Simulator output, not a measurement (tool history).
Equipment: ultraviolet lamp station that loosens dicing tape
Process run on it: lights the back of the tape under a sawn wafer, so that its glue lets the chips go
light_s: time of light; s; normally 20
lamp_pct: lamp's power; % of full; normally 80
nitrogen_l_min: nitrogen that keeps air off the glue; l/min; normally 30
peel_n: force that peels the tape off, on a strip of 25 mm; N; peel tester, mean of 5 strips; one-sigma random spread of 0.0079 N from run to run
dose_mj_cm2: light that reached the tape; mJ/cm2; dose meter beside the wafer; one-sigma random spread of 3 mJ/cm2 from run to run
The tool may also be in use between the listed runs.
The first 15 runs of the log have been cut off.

run 16 hour=383.6 | light_s=20 lamp_pct=80 nitrogen_l_min=30 | peel_n=1.089 dose_mj_cm2=270
run 17 hour=400.9 | light_s=20 lamp_pct=80 nitrogen_l_min=30 | peel_n=1.141 dose_mj_cm2=270
run 18 hour=429.8 | light_s=20 lamp_pct=80 nitrogen_l_min=37 | peel_n=0.965 dose_mj_cm2=255
-- hour=449.9 window cleaned of glue's vapour, once more
run 19 hour=458.2 | light_s=20 lamp_pct=80 nitrogen_l_min=37 | peel_n=0.472 dose_mj_cm2=343
run 20 hour=475.7 | light_s=20 lamp_pct=80 nitrogen_l_min=24 | peel_n=0.774 dose_mj_cm2=342
run 21 hour=512.1 | light_s=20 lamp_pct=80 nitrogen_l_min=24 | peel_n=0.822 dose_mj_cm2=339
run 22 hour=535.3 | light_s=20 lamp_pct=80 nitrogen_l_min=24 | peel_n=0.838 dose_mj_cm2=326
run 23 hour=564.4 | light_s=12 lamp_pct=86 nitrogen_l_min=17 | peel_n=2.667 dose_mj_cm2=210
run 24 hour=591.8 | light_s=28 lamp_pct=91 nitrogen_l_min=10 | peel_n=0.771 dose_mj_cm2=506
run 25 hour=629.7 | light_s=17 lamp_pct=91 nitrogen_l_min=14 | peel_n=1.697 dose_mj_cm2=301
run 26 hour=663.2 | light_s=17 lamp_pct=80 nitrogen_l_min=19 | peel_n=1.813 dose_mj_cm2=262
run 27 hour=698.0 | light_s=12 lamp_pct=98 nitrogen_l_min=52 | peel_n=1.093 dose_mj_cm2=217
run 28 hour=734.5 | light_s=12 lamp_pct=98 nitrogen_l_min=52 | peel_n=1.193 dose_mj_cm2=210
run 29 hour=750.6 | light_s=10 lamp_pct=80 nitrogen_l_min=47 | peel_n=2.477 dose_mj_cm2=145
run 30 hour=786.2 | light_s=10 lamp_pct=80 nitrogen_l_min=47 | peel_n=2.641 dose_mj_cm2=139
run 31 hour=809.3 | light_s=39 lamp_pct=77 nitrogen_l_min=14 | peel_n=0.494 dose_mj_cm2=518
run 32 hour=827.3 | light_s=14 lamp_pct=72 nitrogen_l_min=14 | peel_n=3.794 dose_mj_cm2=171
run 33 hour=844.1 | light_s=14 lamp_pct=72 nitrogen_l_min=14 | peel_n=3.695 dose_mj_cm2=171
run 34 hour=876.2 | light_s=14 lamp_pct=72 nitrogen_l_min=14 | peel_n=3.877 dose_mj_cm2=167
run 35 hour=907.4 | light_s=14 lamp_pct=65 nitrogen_l_min=14 | peel_n=4.380 dose_mj_cm2=143
-- hour=915.4 window cleaned of glue's vapour
run 36 hour=935.1 | light_s=19 lamp_pct=70 nitrogen_l_min=26 | peel_n=1.381 dose_mj_cm2=252
run 37 hour=968.8 | light_s=19 lamp_pct=70 nitrogen_l_min=26 | peel_n=1.433 dose_mj_cm2=247
run 38 hour=996.5 | light_s=20 lamp_pct=80 nitrogen_l_min=31 | peel_n=0.873 dose_mj_cm2=293
run 39 hour=1026.8 | light_s=20 lamp_pct=94 nitrogen_l_min=31 | peel_n=0.612 dose_mj_cm2=336

Predict the results of run 40:
run 40 hour=1050.5 | light_s=20 lamp_pct=94 nitrogen_l_min=31 | peel_n=? dose_mj_cm2=?

Run 40 produced peel_n 0.636 N, dose_mj_cm2 333 mJ/cm2.
With the hidden condition absent and the run-to-run variation left alone, this run would have shown peel_n 0.194 N, dose_mj_cm2 511 mJ/cm2.
